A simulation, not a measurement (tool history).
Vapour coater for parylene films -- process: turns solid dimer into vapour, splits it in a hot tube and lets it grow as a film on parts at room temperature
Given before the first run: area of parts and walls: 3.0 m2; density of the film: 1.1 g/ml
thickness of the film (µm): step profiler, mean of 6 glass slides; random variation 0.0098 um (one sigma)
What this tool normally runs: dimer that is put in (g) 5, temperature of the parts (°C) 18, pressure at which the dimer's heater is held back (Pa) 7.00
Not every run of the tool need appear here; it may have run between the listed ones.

| run | hour | dimer that is put in (g) | temperature of the parts (°C) | pressure at which the dimer's heater is held back (Pa) | thickness of the film (µm) |
|---|---|---|---|---|---|
| 1 | 0.0 | 5 | 18 | 7.00 | 1.076 |
| 2 | 77.9 | 5 | 18 | 7.00 | 1.063 |
| 3 | 139.5 | 5 | 18 | 7.00 | 1.074 |
| 4 | 214.3 | 5 | 18 | 7.00 | 1.068 |
| 5 | 253.5 | 5 | 18 | 7.00 | 1.069 |
| 6 | 316.1 | 5 | 18 | 6.87 | 1.078 |
| 7 | 388.4 | 5 | 18 | 7.00 | 1.083 |
| 8 | 428.4 | 5 | 18 | 8.65 | 1.051 |
| 9 | 469.6 | 5 | 18 | 8.65 | 1.022 |
| 10 | 542.2 | 5 | 18 | 7.00 | 1.058 |
| 11 | 587.2 | 5 | 18 | 7.00 | 1.065 |
| 12 | 627.3 | 5 | 18 | 7.00 | 1.058 |
| 13 | 694.8 | 5 | 25 | 7.00 | 0.934 |
| 14 | 730.2 | 5 | 18 | 7.00 | 1.075 |
|  | 774.3 | table's thermometer calibrated |
| 15 | 793.9 | 5 | 18 | 7.00 | 1.081 |
| 16 | 858.1 | 5 | 18 | 7.00 | 1.086 |
| 17 | 914.4 | 5 | 18 | 7.00 | 1.054 |
| 18 | 962.2 | 5 | 24 | 7.00 | 0.957 |
| 19 | 1032.5 | 5 | 24 | 7.00 | 0.932 |
| 20 | 1081.1 | 5 | 24 | 7.00 | 0.960 |
| 21 | 1156.8 | 5 | 24 | 7.00 | 0.944 |
| 22 | 1194.0 | 5 | 24 | 7.00 | 0.950 |
| 23 | 1240.2 | 5 | 18 | 7.00 | 1.073 |
|  | 1270.0 | trap's valve overhauled |
| 24 | 1279.6 | 7 | 24 | 2.43 | 1.544 |
| 25 | 1355.5 | 7 | 24 | 2.43 | 1.547 |
| 26 | 1424.7 | 4 | 12 | 4.91 | 1.030 |
| 27 | 1459.8 | 8 | 17 | 7.00 | 1.756 |
| 28 | 1528.6 | 6 | 18 | 2.07 | 1.521 |
| 29 | 1584.2 | 6 | 18 | 2.07 | 1.512 |
| 30 | 1646.1 | 5 | 18 | 2.81 | 1.214 |
| 31 | 1712.3 | 5 | 26 | 9.59 | 0.860 |
| 32 | 1745.7 | 3 | 17 | 2.10 | 0.772 |
| 33 | 1801.6 | 3 | 17 | 2.10 | 0.779 |
| 34 | 1857.3 | 3 | 17 | 2.10 | 0.791 |
| 35 | 1901.0 | 8 | 18 | 7.00 | 1.731 |
| 36 | 1948.0 | 8 | 18 | 7.00 | 1.702 |
| 37 | 1988.1 | 9 | 17 | 2.14 | 2.330 |
| 38 | 2025.9 | 7 | 12 | 7.00 | 1.707 |
| 39 | 2083.5 | 7 | 12 | 7.00 | 1.697 |
| 40 | 2135.2 | 7 | 12 | 7.00 | 1.709 |
| 41 | 2194.2 | 3 | 17 | 7.00 | 0.661 |
| 42 | 2264.7 | 3 | 11 | 7.00 | 0.750 |
| 43 | 2322.0 | 3 | 11 | 7.00 | 0.745 |
| 44 | 2358.2 | 2 | 11 | 8.54 | 0.483 |
| 45 | 2412.8 | 2 | 14 | 3.81 | 0.490 |
| 46 | 2490.1 | 5 | 15 | 4.87 | 1.186 |

Below are 3 alternative next runs, each starting from the tool's condition after run 46. Predict each:
| A | 2539.9 | 5 | 15 | 2.46 | ? |
| B | 2539.9 | 6 | 16 | 11.02 | ? |
| C | 2539.9 | 6 | 15 | 5.33 | ? |

| run | thickness of the film (µm) |
|---|---|
| A | 1.302 |
| B | 1.251 |
| C | 1.389 |
Without the tool's hidden state the same runs would have given:
| run | thickness of the film (µm) |
|---|---|
| A | 1.306 |
| B | 1.255 |
| C | 1.392 |
